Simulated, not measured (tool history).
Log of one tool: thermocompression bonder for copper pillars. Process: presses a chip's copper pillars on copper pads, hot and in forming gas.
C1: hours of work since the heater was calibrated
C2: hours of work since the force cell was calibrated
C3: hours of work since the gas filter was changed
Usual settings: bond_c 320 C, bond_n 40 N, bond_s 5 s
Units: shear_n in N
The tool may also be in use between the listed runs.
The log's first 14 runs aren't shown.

run 15 hour=515.2 | bond_c=320 bond_n=40 bond_s=3 | C1=420 C2=588 C3=51 | shear_n=48.6
run 16 hour=540.5 | bond_c=320 bond_n=40 bond_s=3 | C1=436 C2=605 C3=67 | shear_n=48.2
run 17 hour=581.9 | bond_c=320 bond_n=40 bond_s=3 | C1=462 C2=631 C3=94 | shear_n=46.2
run 18 hour=610.8 | bond_c=320 bond_n=57 bond_s=5 | C1=481 C2=650 C3=112 | shear_n=67.7
-- hour=614.7 forming gas filter changed
run 19 hour=635.1 | bond_c=320 bond_n=57 bond_s=5 | C1=496 C2=665 C3=13 | shear_n=70.9
run 20 hour=662.5 | bond_c=336 bond_n=57 bond_s=3 | C1=514 C2=682 C3=31 | shear_n=71.7
run 21 hour=684.9 | bond_c=350 bond_n=49 bond_s=14 | C1=528 C2=697 C3=45 | shear_n=80.1
run 22 hour=715.5 | bond_c=327 bond_n=55 bond_s=10 | C1=548 C2=716 C3=65 | shear_n=77.2
run 23 hour=759.1 | bond_c=327 bond_n=55 bond_s=10 | C1=576 C2=744 C3=93 | shear_n=76.6
-- hour=794.7 forming gas filter changed
run 24 hour=802.8 | bond_c=313 bond_n=33 bond_s=11 | C1=603 C2=772 C3=5 | shear_n=53.3
run 25 hour=839 | bond_c=313 bond_n=33 bond_s=11 | C1=626 C2=795 C3=28 | shear_n=54.9
run 26 hour=872.2 | bond_c=303 bond_n=32 bond_s=4 | C1=648 C2=816 C3=50 | shear_n=31.7
run 27 hour=897.3 | bond_c=303 bond_n=44 bond_s=7 | C1=664 C2=833 C3=66 | shear_n=54.3
-- hour=901.5 force cell calibrated
run 28 hour=919.9 | bond_c=291 bond_n=31 bond_s=8 | C1=677 C2=12 C3=79 | shear_n=35
run 29 hour=958.8 | bond_c=291 bond_n=31 bond_s=8 | C1=702 C2=37 C3=104 | shear_n=34.9
-- hour=973.2 forming gas filter changed
run 30 hour=998.4 | bond_c=321 bond_n=31 bond_s=14 | C1=727 C2=62 C3=16 | shear_n=60.4
run 31 hour=1037.9 | bond_c=345 bond_n=31 bond_s=7 | C1=753 C2=87 C3=41 | shear_n=60.9
run 32 hour=1071.9 | bond_c=306 bond_n=27 bond_s=8 | C1=774 C2=109 C3=63 | shear_n=38.6
-- hour=1088.8 force cell calibrated, once more
run 33 hour=1106.4 | bond_c=320 bond_n=40 bond_s=4 | C1=795 C2=11 C3=84 | shear_n=48.1
run 34 hour=1144.5 | bond_c=320 bond_n=40 bond_s=5 | C1=820 C2=36 C3=109 | shear_n=51.3
-- hour=1151.6 forming gas filter changed
run 35 hour=1166.8 | bond_c=320 bond_n=40 bond_s=5 | C1=834 C2=50 C3=10 | shear_n=53
run 36 hour=1192.3 | bond_c=343 bond_n=40 bond_s=5 | C1=850 C2=66 C3=26 | shear_n=63.3
run 37 hour=1212.6 | bond_c=291 bond_n=55 bond_s=3 | C1=863 C2=79 C3=39 | shear_n=41.6
run 38 hour=1246.8 | bond_c=338 bond_n=40 bond_s=5 | C1=885 C2=101 C3=61 | shear_n=60.4

Forecast each of these 3 alternatives for the next run:
run A hour=1286.3 | bond_c=344 bond_n=40 bond_s=5 | C1=910 C2=126 C3=86 | shear_n=?
run B hour=1286.3 | bond_c=342 bond_n=49 bond_s=5 | C1=910 C2=126 C3=86 | shear_n=?
run C hour=1286.3 | bond_c=320 bond_n=53 bond_s=6 | C1=910 C2=126 C3=86 | shear_n=?

run=A shear_n=63.4
run=B shear_n=70.2
run=C shear_n=65.4
Without the tool's hidden state the same runs would have given:
run=A shear_n=69.2
run=B shear_n=75.7
run=C shear_n=71.5

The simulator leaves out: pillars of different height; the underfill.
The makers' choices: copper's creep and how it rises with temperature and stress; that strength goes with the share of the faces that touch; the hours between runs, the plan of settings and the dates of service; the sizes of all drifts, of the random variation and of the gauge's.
